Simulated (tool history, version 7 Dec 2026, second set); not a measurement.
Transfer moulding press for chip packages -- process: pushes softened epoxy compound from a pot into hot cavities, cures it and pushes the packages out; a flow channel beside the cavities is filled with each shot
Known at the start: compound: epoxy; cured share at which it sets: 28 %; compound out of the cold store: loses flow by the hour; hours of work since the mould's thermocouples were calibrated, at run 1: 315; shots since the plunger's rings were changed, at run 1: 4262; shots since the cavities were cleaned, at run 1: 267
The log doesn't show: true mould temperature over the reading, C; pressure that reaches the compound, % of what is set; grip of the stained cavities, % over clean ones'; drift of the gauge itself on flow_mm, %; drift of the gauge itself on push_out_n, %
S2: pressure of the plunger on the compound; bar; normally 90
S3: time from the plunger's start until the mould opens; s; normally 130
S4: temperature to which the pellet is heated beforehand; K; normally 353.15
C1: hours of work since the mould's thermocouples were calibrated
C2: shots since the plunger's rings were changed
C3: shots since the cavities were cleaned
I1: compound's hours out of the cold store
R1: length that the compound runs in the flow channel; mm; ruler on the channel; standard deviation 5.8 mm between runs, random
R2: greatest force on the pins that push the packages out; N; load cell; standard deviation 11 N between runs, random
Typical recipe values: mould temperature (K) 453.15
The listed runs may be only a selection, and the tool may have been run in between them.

{"run": 1, "day": 0.0, "mould temperature (K)": 453.15, "S2": 90, "S3": 130, "S4": 353.15, "C1": 315, "C2": 4262, "C3": 267, "I1": 32, "R1": 553, "R2": 644}
{"run": 2, "day": 0.642, "mould temperature (K)": 453.15, "S2": 90, "S3": 130, "S4": 353.15, "C1": 323, "C2": 4371, "C3": 376, "I1": 27, "R1": 576, "R2": 692}
{"run": 3, "day": 1.225, "mould temperature (K)": 453.15, "S2": 90, "S3": 130, "S4": 353.15, "C1": 330, "C2": 4470, "C3": 475, "I1": 34.2, "R1": 546, "R2": 730}
{"day": 1.462, "done": "plunger's sealing rings changed"}
{"run": 4, "day": 1.842, "mould temperature (K)": 453.15, "S2": 90, "S3": 130, "S4": 353.15, "C1": 336, "C2": 64, "C3": 562, "I1": 20.4, "R1": 656, "R2": 802}
{"run": 5, "day": 2.417, "mould temperature (K)": 453.15, "S2": 75.2, "S3": 130, "S4": 353.15, "C1": 343, "C2": 161, "C3": 659, "I1": 29.6, "R1": 562, "R2": 768}
{"run": 6, "day": 2.883, "mould temperature (K)": 453.15, "S2": 75.2, "S3": 130, "S4": 353.15, "C1": 348, "C2": 241, "C3": 739, "I1": 29.8, "R1": 562, "R2": 823}
{"run": 7, "day": 3.442, "mould temperature (K)": 453.15, "S2": 75.2, "S3": 130, "S4": 353.15, "C1": 355, "C2": 336, "C3": 834, "I1": 31.1, "R1": 560, "R2": 830}
{"run": 8, "day": 3.904, "mould temperature (K)": 453.15, "S2": 90, "S3": 133, "S4": 353.15, "C1": 360, "C2": 415, "C3": 913, "I1": 21, "R1": 646, "R2": 829}
{"run": 9, "day": 4.308, "mould temperature (K)": 453.15, "S2": 90, "S3": 133, "S4": 353.15, "C1": 365, "C2": 483, "C3": 981, "I1": 32.2, "R1": 613, "R2": 820}
{"run": 10, "day": 4.896, "mould temperature (K)": 453.15, "S2": 90, "S3": 133, "S4": 353.15, "C1": 372, "C2": 583, "C3": 1081, "I1": 15.4, "R1": 669, "R2": 890}
{"day": 5.488, "done": "cavities cleaned with cleaning compound and waxed"}
{"run": 11, "day": 5.7, "mould temperature (K)": 453.15, "S2": 90, "S3": 156, "S4": 353.15, "C1": 380, "C2": 709, "C3": 36, "I1": 15, "R1": 681, "R2": 440}
{"run": 12, "day": 6.258, "mould temperature (K)": 453.15, "S2": 90, "S3": 156, "S4": 353.15, "C1": 387, "C2": 803, "C3": 130, "I1": 21.9, "R1": 654, "R2": 481}
{"run": 13, "day": 6.796, "mould temperature (K)": 453.15, "S2": 90, "S3": 130, "S4": 344.15, "C1": 393, "C2": 895, "C3": 222, "I1": 45.1, "R1": 537, "R2": 620}
{"run": 14, "day": 7.412, "mould temperature (K)": 453.15, "S2": 90, "S3": 130, "S4": 344.15, "C1": 401, "C2": 1000, "C3": 327, "I1": 47, "R1": 550, "R2": 635}
{"run": 15, "day": 8.108, "mould temperature (K)": 448.15, "S2": 102.5, "S3": 114, "S4": 350.15, "C1": 409, "C2": 1118, "C3": 445, "I1": 38.4, "R1": 618, "R2": 1300}
{"run": 16, "day": 8.717, "mould temperature (K)": 448.15, "S2": 102.5, "S3": 142, "S4": 349.15, "C1": 416, "C2": 1221, "C3": 548, "I1": 44.6, "R1": 598, "R2": 870}
{"day": 8.862, "done": "mould's thermocouples calibrated"}
{"run": 17, "day": 9.517, "mould temperature (K)": 453.15, "S2": 91.4, "S3": 130, "S4": 362.15, "C1": 8, "C2": 1343, "C3": 670, "I1": 37.1, "R1": 577, "R2": 782}
{"run": 18, "day": 9.821, "mould temperature (K)": 453.15, "S2": 90, "S3": 134, "S4": 353.15, "C1": 11, "C2": 1394, "C3": 721, "I1": 22.8, "R1": 637, "R2": 786}
{"day": 10.038, "done": "mould's thermocouples calibrated, once more"}
{"run": 19, "day": 10.271, "mould temperature (K)": 453.15, "S2": 90, "S3": 132, "S4": 348.15, "C1": 3, "C2": 1457, "C3": 784, "I1": 29.2, "R1": 601, "R2": 776}
{"run": 20, "day": 10.858, "mould temperature (K)": 453.15, "S2": 90, "S3": 115, "S4": 363.15, "C1": 10, "C2": 1557, "C3": 884, "I1": 41.8, "R1": 553, "R2": 945}
{"run": 21, "day": 11.392, "mould temperature (K)": 453.15, "S2": 90, "S3": 115, "S4": 363.15, "C1": 16, "C2": 1647, "C3": 974, "I1": 9.2, "R1": 688, "R2": 1100}
{"run": 22, "day": 11.767, "mould temperature (K)": 453.15, "S2": 76.2, "S3": 158, "S4": 353.15, "C1": 20, "C2": 1711, "C3": 1038, "I1": 15.3, "R1": 613, "R2": 715}
{"run": 23, "day": 12.117, "mould temperature (K)": 453.15, "S2": 76.2, "S3": 158, "S4": 353.15, "C1": 24, "C2": 1771, "C3": 1098, "I1": 17.6, "R1": 600, "R2": 695}
{"day": 12.621, "done": "cavities cleaned with cleaning compound and waxed"}
{"run": 24, "day": 12.708, "mould temperature (K)": 453.15, "S2": 76.2, "S3": 158, "S4": 353.15, "C1": 31, "C2": 1861, "C3": 16, "I1": 29, "R1": 551, "R2": 435}
{"run": 25, "day": 13.188, "mould temperature (K)": 453.15, "S2": 90, "S3": 167, "S4": 352.15, "C1": 36, "C2": 1942, "C3": 97, "I1": 37.4, "R1": 557, "R2": 444}
{"run": 26, "day": 13.842, "mould temperature (K)": 450.15, "S2": 90, "S3": 134, "S4": 348.15, "C1": 44, "C2": 2053, "C3": 208, "I1": 15.4, "R1": 666, "R2": 775}
{"run": 27, "day": 14.3, "mould temperature (K)": 450.15, "S2": 90, "S3": 134, "S4": 348.15, "C1": 49, "C2": 2131, "C3": 286, "I1": 24.4, "R1": 633, "R2": 777}
{"run": 28, "day": 14.971, "mould temperature (K)": 461.15, "S2": 90, "S3": 130, "S4": 353.15, "C1": 57, "C2": 2245, "C3": 400, "I1": 34.5, "R1": 543, "R2": 549}

Consider 3 possible next runs. They are alternatives, not a sequence: every one starts from the tool as it was left by run 28. What does each give?
{"run": "A", "day": 15.521, "mould temperature (K)": 453.15, "S2": 68.2, "S3": 154, "S4": 353.15, "C1": 64, "C2": 2338, "C3": 493, "I1": 37.4, "R1": "?", "R2": "?"}
{"run": "B", "day": 15.521, "mould temperature (K)": 461.15, "S2": 108.2, "S3": 167, "S4": 356.15, "C1": 64, "C2": 2338, "C3": 493, "I1": 8.5, "R1": "?", "R2": "?"}
{"run": "C", "day": 15.521, "mould temperature (K)": 461.15, "S2": 90, "S3": 148, "S4": 348.15, "C1": 64, "C2": 2338, "C3": 493, "I1": 20.8, "R1": "?", "R2": "?"}

run=A R1=495 R2=595
run=B R1=701 R2=568
run=C R1=594 R2=551
With no hidden state in the tool, these same runs would have given:
run=A R1=519 R2=403
run=B R1=736 R2=387
run=C R1=624 R2=374
